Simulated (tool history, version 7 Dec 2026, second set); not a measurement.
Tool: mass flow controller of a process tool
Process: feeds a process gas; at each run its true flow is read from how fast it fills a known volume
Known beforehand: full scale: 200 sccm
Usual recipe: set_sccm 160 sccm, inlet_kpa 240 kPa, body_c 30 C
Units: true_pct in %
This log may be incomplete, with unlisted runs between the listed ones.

Run 1, day 0.000: usual settings. Result: true_pct 98.77 %.
Run 2, day 6.942: usual settings. Result: true_pct 98.51 %.
Run 3, day 12.321: usual settings. Result: true_pct 98.53 %.
Run 4, day 18.812: usual settings. Result: true_pct 98.33 %.
Run 5, day 25.692: usual settings but set_sccm 105 sccm. Result: true_pct 97.57 %.
Run 6, day 30.538: usual settings but set_sccm 105 sccm. Result: true_pct 97.43 %.
Run 7, day 33.738: usual settings but inlet_kpa 251 kPa. Result: true_pct 98.11 %.
Run 8, day 39.458: usual settings but inlet_kpa 251 kPa. Result: true_pct 97.90 %.
Run 9, day 46.650: usual settings but inlet_kpa 251 kPa. Result: true_pct 97.80 %.
Run 10, day 51.071: usual settings but inlet_kpa 251 kPa. Result: true_pct 97.61 %.
Run 11, day 55.450: usual settings but inlet_kpa 251 kPa. Result: true_pct 97.57 %.
Run 12, day 61.783: usual settings. Result: true_pct 97.59 %.
At day 63.946: gauge calibrated.
Run 13, day 66.733: usual settings. Result: true_pct 98.77 %.
Run 14, day 72.046: usual settings. Result: true_pct 98.44 %.
Run 15, day 74.992: usual settings. Result: true_pct 98.55 %.
Run 16, day 78.579: usual settings but inlet_kpa 279 kPa. Result: true_pct 98.22 %.
Run 17, day 85.188: usual settings but body_c 32 C. Result: true_pct 98.05 %.
Run 18, day 92.050: usual settings but body_c 32 C. Result: true_pct 97.96 %.
Run 19, day 97.021: usual settings but body_c 32 C. Result: true_pct 97.82 %.
Run 20, day 103.488: usual settings but body_c 32 C. Result: true_pct 97.84 %.
Run 21, day 109.404: usual settings but body_c 32 C. Result: true_pct 97.68 %.
Run 22, day 112.488: usual settings but body_c 32 C. Result: true_pct 97.58 %.
Run 23, day 117.971: usual settings but body_c 32 C. Result: true_pct 97.43 %.
Run 24, day 121.838: usual settings but body_c 32 C. Result: true_pct 97.42 %.
Run 25, day 128.233: usual settings but set_sccm 87 sccm, body_c 24 C. Result: true_pct 97.15 %.
Run 26, day 135.429: usual settings but inlet_kpa 221 kPa, body_c 40 C. Result: true_pct 96.42 %.
Run 27, day 139.583: usual settings but set_sccm 97 sccm, inlet_kpa 221 kPa, body_c 21 C. Result: true_pct 97.56 %.
Run 28, day 145.867: usual settings but inlet_kpa 175 kPa, body_c 27 C. Result: true_pct 97.83 %.
Run 29, day 152.196: usual settings but body_c 37 C. Result: true_pct 96.25 %.
Run 30, day 157.283: usual settings but inlet_kpa 220 kPa, body_c 20 C. Result: true_pct 98.11 %.
Run 31, day 163.521: usual settings but set_sccm 29 sccm, inlet_kpa 234 kPa, body_c 27 C. Result: true_pct 95.68 %.
Run 32, day 166.896: usual settings but set_sccm 22 sccm, body_c 26 C. Result: true_pct 95.47 %.
Run 33, day 174.008: usual settings but set_sccm 84 sccm, inlet_kpa 166 kPa, body_c 24 C. Result: true_pct 96.73 %.
Run 34, day 178.038: usual settings but set_sccm 104 sccm, inlet_kpa 154 kPa, body_c 35 C. Result: true_pct 95.72 %.
Run 35, day 182.446: usual settings but set_sccm 43 sccm, inlet_kpa 165 kPa, body_c 34 C. Result: true_pct 94.94 %.
Run 36, day 186.762: usual settings but set_sccm 88 sccm, inlet_kpa 179 kPa, body_c 33 C. Result: true_pct 95.57 %.
Run 37, day 190.196: usual settings but inlet_kpa 165 kPa, body_c 23 C. Result: true_pct 97.51 %.
Run 38, day 193.738: usual settings but set_sccm 20 sccm, body_c 27 C. Result: true_pct 94.82 %.
Run 39, day 199.338: usual settings but inlet_kpa 235 kPa. Result: true_pct 96.16 %.
Run 40, day 202.371: usual settings but body_c 27 C. Result: true_pct 96.50 %.
Run 41, day 206.875: usual settings but body_c 27 C. Result: true_pct 96.38 %.
Run 42, day 214.125: usual settings but set_sccm 103 sccm, inlet_kpa 166 kPa, body_c 26 C. Result: true_pct 96.10 %.
Run 43, day 217.317: usual settings but set_sccm 57 sccm, inlet_kpa 144 kPa, body_c 24 C. Result: true_pct 95.69 %.
At day 222.588: gauge calibrated.
Run 44, day 222.588: usual settings but set_sccm 81 sccm. Result: true_pct 97.65 %.
Run 45, day 226.988: usual settings but set_sccm 45 sccm, inlet_kpa 162 kPa, body_c 40 C. Result: true_pct 96.54 %.

Run 46 comes next. What will it give?
Run 46, day 230.733: usual settings but set_sccm 45 sccm, inlet_kpa 259 kPa, body_c 40 C. Result: true_pct ?.

true_pct: 95.88 %
Minus the tool's unlogged condition, the same run would have read true_pct 96.03 %.
